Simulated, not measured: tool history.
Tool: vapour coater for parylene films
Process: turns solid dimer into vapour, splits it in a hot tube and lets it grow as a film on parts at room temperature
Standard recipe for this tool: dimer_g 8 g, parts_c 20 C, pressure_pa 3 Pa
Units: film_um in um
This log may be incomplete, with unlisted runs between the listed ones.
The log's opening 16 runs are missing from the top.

run 17 hour=306.3 | dimer_g=7 parts_c=20 pressure_pa=3 | film_um=6.29
run 18 hour=326.8 | dimer_g=13 parts_c=29 pressure_pa=5.36 | film_um=8.03
run 19 hour=344.5 | dimer_g=13 parts_c=29 pressure_pa=5.36 | film_um=8.01
run 20 hour=367.8 | dimer_g=13 parts_c=29 pressure_pa=5.36 | film_um=8.09
run 21 hour=380.5 | dimer_g=13 parts_c=29 pressure_pa=5.36 | film_um=7.98
run 22 hour=402 | dimer_g=13 parts_c=29 pressure_pa=5.36 | film_um=8.05
run 23 hour=423.7 | dimer_g=13 parts_c=29 pressure_pa=5.36 | film_um=7.94
run 24 hour=438.4 | dimer_g=3 parts_c=29 pressure_pa=9.5 | film_um=1.71
run 25 hour=463.2 | dimer_g=3 parts_c=29 pressure_pa=9.5 | film_um=1.65
run 26 hour=485 | dimer_g=3 parts_c=29 pressure_pa=9.5 | film_um=1.7
run 27 hour=509.1 | dimer_g=3 parts_c=29 pressure_pa=9.5 | film_um=1.69
run 28 hour=532.2 | dimer_g=8 parts_c=13 pressure_pa=6.66 | film_um=7.99
run 29 hour=547.2 | dimer_g=8 parts_c=13 pressure_pa=6.66 | film_um=7.95
run 30 hour=566.3 | dimer_g=8 parts_c=19 pressure_pa=9.67 | film_um=6.19
run 31 hour=581.7 | dimer_g=6 parts_c=19 pressure_pa=5.61 | film_um=4.98

Branching from run 31: 3 alternative next runs. What would each branch give?
run A hour=593.4 | dimer_g=8 parts_c=20 pressure_pa=7.96 | film_um=?
run B hour=593.4 | dimer_g=6 parts_c=14 pressure_pa=6.25 | film_um=?
run C hour=593.4 | dimer_g=6 parts_c=20 pressure_pa=10.59 | film_um=?

run=A film_um=6.08
run=B film_um=5.68
run=C film_um=4.34
With the hidden condition removed and each run's random variation left untouched, the same runs would have given:
run=A film_um=6.32
run=B film_um=5.91
run=C film_um=4.51
